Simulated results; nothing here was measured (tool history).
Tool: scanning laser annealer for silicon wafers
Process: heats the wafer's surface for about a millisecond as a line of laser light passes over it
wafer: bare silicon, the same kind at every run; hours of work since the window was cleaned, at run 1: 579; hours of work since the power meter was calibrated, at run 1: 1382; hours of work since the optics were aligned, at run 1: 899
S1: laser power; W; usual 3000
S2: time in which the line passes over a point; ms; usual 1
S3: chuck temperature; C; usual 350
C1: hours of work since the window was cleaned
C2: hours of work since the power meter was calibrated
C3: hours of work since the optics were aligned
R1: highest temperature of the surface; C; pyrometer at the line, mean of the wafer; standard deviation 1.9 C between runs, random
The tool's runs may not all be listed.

run	hour	S1	S2	S3	C1	C2	C3	R1
1	0	3000	1	350	579	1382	899	1075
# hour 40: window over the wafer cleaned
2	84.3	3000	1	340	24	1427	943	1087
3	128.8	3000	1	340	48	1451	968	1083
4	194.8	3000	1	340	84	1487	1003	1082
5	266.3	3000	1	350	123	1526	1042	1091
6	353	3000	1.22	350	170	1573	1089	1153
# hour 430.3: optics aligned, line set to its width
7	431.8	3000	1.22	350	210	1613	1	1177
8	476.4	3000	1.22	350	234	1637	25	1176
9	558.1	3000	1.22	350	278	1681	69	1177
10	612.3	2617	1.12	350	308	1711	99	1012
11	676.6	3000	0.94	347	343	1746	134	1081
12	759.1	3000	1.2	350	387	1790	178	1165
13	823.7	3000	1.16	322	422	1825	213	1119
14	899.7	3143	0.73	382	464	1867	255	1069
15	956.4	2619	0.79	382	494	1897	285	942

Each row is a separate what-if for the run after 15, all from the same tool condition, not one after another. Results?
A	1009.7	2619	1.01	364	523	1926	314	?
B	1009.7	2619	1.18	382	523	1926	314	?
C	1009.7	2740	0.98	389	523	1926	314	?
D	1009.7	2975	0.76	347	523	1926	314	?

run	R1
A	987
B	1049
C	1040
D	994
Without the tool's unlogged condition, the same runs would have read:
run	R1
A	1002
B	1066
C	1056
D	1010
